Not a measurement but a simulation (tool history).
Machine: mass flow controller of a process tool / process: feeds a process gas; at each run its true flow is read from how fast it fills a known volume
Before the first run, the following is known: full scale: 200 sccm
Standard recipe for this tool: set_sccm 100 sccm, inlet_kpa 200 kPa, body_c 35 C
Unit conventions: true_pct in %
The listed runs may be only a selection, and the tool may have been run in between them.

run    hour  set_sccm  inlet_kpa  body_c  true_pct
  1       0       100        200      35    100.57
  2   541.8       100        200      35    100.66
  3   840.9        26        200      35     98.79
  4    1351       100        200      35    100.39
  5  1619.7       100        200      40    100.66
  6  2139.5       100        165      40    100.42
  7  2548.3       100        200      35    100.36
     2598.4  -- controller's zero set anew
     2828.5  -- controller exchanged for a calibrated one
  8    2988       100        200      35     99.41
  9  3453.2       100        200      35      99.3
 10    3853       100        200      35     99.28
     4012.9  -- controller's zero set anew, once more
 11  4180.1       100        200      35     99.33
 12  4578.4       100        200      35     99.35
 13  5033.5       100        200      28     98.97
 14    5440       100        200      28     98.94
 15    5700       100        200      38     99.49
 16    6165       100        200      38      99.4
 17  6528.2        56        200      38     98.66

Run 18 comes next. What will it give?
 18  6977.9        86        247      23         ?

Run 18 measured true_pct 98.79 %.
With the hidden condition absent and the run-to-run variation left alone, this run would have shown true_pct 99.2 %.
